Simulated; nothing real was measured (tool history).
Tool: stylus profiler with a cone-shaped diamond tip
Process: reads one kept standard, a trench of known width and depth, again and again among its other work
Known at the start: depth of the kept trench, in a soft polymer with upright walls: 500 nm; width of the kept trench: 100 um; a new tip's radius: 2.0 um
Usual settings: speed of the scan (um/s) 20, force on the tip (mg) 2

run	day	speed of the scan (um/s)	force on the tip (mg)	depth of the trench (angstrom)	width of the trench's floor (µm)
1	0	20	2	5072.2	97.23
2	0.4	20	2.24	5078.5	97.22
3	0.696	20	2.24	5079.2	97.24
4	1.312	57	2	5072.3	97.08
5	1.596	44	2	5070.5	97.1
6	1.95	15	2	5075.9	97.25
7	2.358	20	2.45	5081.1	97.26
8	2.817	20	2.45	5079.1	97.29
9	3.321	20	2.45	5084.1	97.27
10	3.904	20	2.45	5083.6	97.25
11	4.492	20	2.45	5083.3	97.26
12	4.892	16	1.71	5064.7	97.27
13	5.408	16	1.71	5063.9	97.31
14	6.062	12	1.38	5057.1	97.31
15	6.579	8	1.85	5069.4	97.28
16	7.258	9	2.35	5079.5	97.32
17	7.692	16	2	5074.3	97.28
18	8.275	7	4.75	5128.6	97.32
19	8.725	6	2	5073.1	97.32
20	9.325	79	5.1	5135.9	97.1
21	9.767	79	5.1	5136.6	97.15
22	10.329	7	1.5	5058.1	97.32

Forecast each of these 5 alternatives for the next run:
A	10.65	30	2.22	?	?
B	10.65	46	1.5	?	?
C	10.65	6	2	?	?
D	10.65	6	1.62	?	?
E	10.65	10	0.85	?	?

run	depth of the trench (angstrom)	width of the trench's floor (µm)
A	5080.3	97.17
B	5060	97.13
C	5072.8	97.36
D	5062.2	97.27
E	5040.6	97.25
Without the tool's hidden state the same runs would have given:
run	depth of the trench (angstrom)	width of the trench's floor (µm)
A	5080.3	97.18
B	5060	97.13
C	5072.8	97.37
D	5062.2	97.27
E	5040.6	97.25
